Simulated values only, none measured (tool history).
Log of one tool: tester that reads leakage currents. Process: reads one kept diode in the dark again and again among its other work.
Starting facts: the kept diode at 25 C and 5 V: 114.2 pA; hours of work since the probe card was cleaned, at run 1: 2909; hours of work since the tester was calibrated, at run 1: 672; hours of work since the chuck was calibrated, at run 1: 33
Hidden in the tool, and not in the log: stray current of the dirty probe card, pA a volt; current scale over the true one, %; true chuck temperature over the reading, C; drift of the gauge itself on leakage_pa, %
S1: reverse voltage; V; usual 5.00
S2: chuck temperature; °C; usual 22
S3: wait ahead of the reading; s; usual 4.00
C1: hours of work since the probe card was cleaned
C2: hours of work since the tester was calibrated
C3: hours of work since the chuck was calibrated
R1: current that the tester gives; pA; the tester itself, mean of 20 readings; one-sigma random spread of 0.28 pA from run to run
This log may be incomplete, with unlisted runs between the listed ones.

run,hour,S1,S2,S3,C1,C2,C3,R1
1,0.0,5.00,22,4.00,2909,672,33,97.89
2,27.0,8.69,22,4.00,2928,692,53,120.70
3,78.7,8.69,22,4.00,2966,730,91,121.29
4,128.3,5.00,30,4.00,3003,766,127,173.10
5,179.8,5.00,30,4.00,3040,804,165,173.59
6,207.0,5.00,30,4.00,3060,824,185,171.56
7,258.7,4.79,30,4.00,3098,862,223,169.17
8,294.7,4.79,30,4.00,3125,888,249,168.93
9,333.1,4.79,30,4.00,3153,916,277,167.54
10,360.0,4.79,30,4.00,3173,936,297,167.40
11,397.3,5.00,57,4.00,3200,964,324,1047.42
# hour 440.0: probe card cleaned and baked
12,440.0,1.37,57,4.00,0,993,354,671.06
13,486.4,1.37,20,4.00,34,1027,388,47.75
14,520.2,5.00,42,4.00,59,1052,412,385.16
15,544.7,5.00,42,4.00,77,1069,430,384.53
16,568.7,5.00,42,4.00,94,1087,448,384.97
17,605.4,5.00,42,4.00,121,1114,475,381.27
18,659.3,1.32,22,4.00,161,1154,514,55.05
19,696.7,5.00,22,4.00,188,1181,542,86.69
20,720.9,5.00,22,4.00,206,1199,560,86.82
21,766.5,5.00,22,4.00,240,1232,593,86.49
22,817.9,5.00,34,3.13,277,1270,631,213.45
23,859.5,10.79,22,4.00,308,1300,661,112.30

For run 24, what comes out?
24,907.7,10.79,22,4.00,343,1336,697,?

R1: 112.67 pA
Had the tool carried no hidden state, the very same run would have given R1 118.50 pA.
